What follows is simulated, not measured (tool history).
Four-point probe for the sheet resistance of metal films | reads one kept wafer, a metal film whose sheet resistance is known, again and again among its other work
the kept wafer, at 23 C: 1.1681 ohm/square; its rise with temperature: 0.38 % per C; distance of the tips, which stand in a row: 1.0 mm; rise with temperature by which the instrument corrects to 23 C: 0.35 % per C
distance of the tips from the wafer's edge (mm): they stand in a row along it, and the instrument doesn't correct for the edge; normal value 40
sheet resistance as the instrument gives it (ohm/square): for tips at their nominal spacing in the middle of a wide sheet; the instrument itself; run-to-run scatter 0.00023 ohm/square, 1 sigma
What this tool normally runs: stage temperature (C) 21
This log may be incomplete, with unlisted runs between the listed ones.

run    hour  stage temperature (C)  distance of the tips from the wafer's edge (mm)  sheet resistance as the instrument gives it (ohm/square)
  1     0.0                     21                                               40                                                  1.167700
  2    56.4                     23                                               40                                                  1.168237
  3   146.8                     23                                               40                                                  1.168536
  4   210.8                     23                                               40                                                  1.168376
  5   279.8                     23                                               40                                                  1.168693
  6   338.0                     23                                               40                                                  1.168374
  7   398.9                     23                                               40                                                  1.168316
  8   451.5                     23                                               40                                                  1.168439
  9   542.1                     23                                               23                                                  1.169428
 10   609.9                     23                                               23                                                  1.169244
 11   695.1                     21                                               40                                                  1.168071
 12   769.9                     21                                               40                                                  1.167439
 13   832.4                     21                                               40                                                  1.167821
      840.3  -- stage's thermometer calibrated
 14   889.1                     21                                               42                                                  1.167148
 15   939.8                     21                                               42                                                  1.167346
 16  1030.9                     21                                               42                                                  1.167902
 17  1118.2                     21                                               42                                                  1.167707
 18  1181.8                     21                                               42                                                  1.167429
 19  1246.4                     21                                               42                                                  1.167035
 20  1336.7                     21                                               42                                                  1.167897
 21  1382.5                     21                                               42                                                  1.167459
 22  1434.8                     21                                               34                                                  1.167937
 23  1491.8                     19                                                8                                                  1.176026
 24  1555.3                     19                                                8                                                  1.176274
 25  1596.9                     21                                                4                                                  1.205376
 26  1635.4                     24                                               14                                                  1.171485
 27  1709.3                     26                                               19                                                  1.171222
 28  1783.1                     25                                               30                                                  1.169764
 29  1851.6                     25                                               30                                                  1.169531
 30  1942.3                     31                                                6                                                  1.188194
 31  2013.3                     21                                                5                                                  1.191808
     2043.2  -- new probe head fitted
 32  2088.6                     30                                               32                                                  1.171209
 33  2160.5                     32                                               15                                                  1.174176
 34  2228.6                     32                                               15                                                  1.174331
 35  2273.1                     35                                               20                                                  1.174192
 36  2324.7                     22                                                3                                                  1.233508
 37  2366.2                     27                                               53                                                  1.170062
 38  2445.9                     19                                                7                                                  1.178973
 39  2490.7                     19                                                3                                                  1.232218
 40  2535.9                     19                                                3                                                  1.232187
 41  2603.4                     20                                               40                                                  1.167077
 42  2681.2                     30                                               10                                                  1.177230
 43  2720.3                     28                                               62                                                  1.169968
 44  2806.9                     28                                               62                                                  1.169995

Predict each of these 4 candidate next runs independently; none follows another, all start after run 44:
  A  2854.0                     21                                                3                                                         ?
  B  2854.0                     24                                                6                                                         ?
  C  2854.0                     22                                                4                                                         ?
  D  2854.0                     33                                               32                                                         ?

run  sheet resistance as the instrument gives it (ohm/square)
  A                                                  1.232713
  B                                                  1.185429
  C                                                  1.205628
  D                                                  1.172761
What these runs would have given with no unlogged condition in the tool:
run  sheet resistance as the instrument gives it (ohm/square)
  A                                                  1.232707
  B                                                  1.185423
  C                                                  1.205622
  D                                                  1.172755

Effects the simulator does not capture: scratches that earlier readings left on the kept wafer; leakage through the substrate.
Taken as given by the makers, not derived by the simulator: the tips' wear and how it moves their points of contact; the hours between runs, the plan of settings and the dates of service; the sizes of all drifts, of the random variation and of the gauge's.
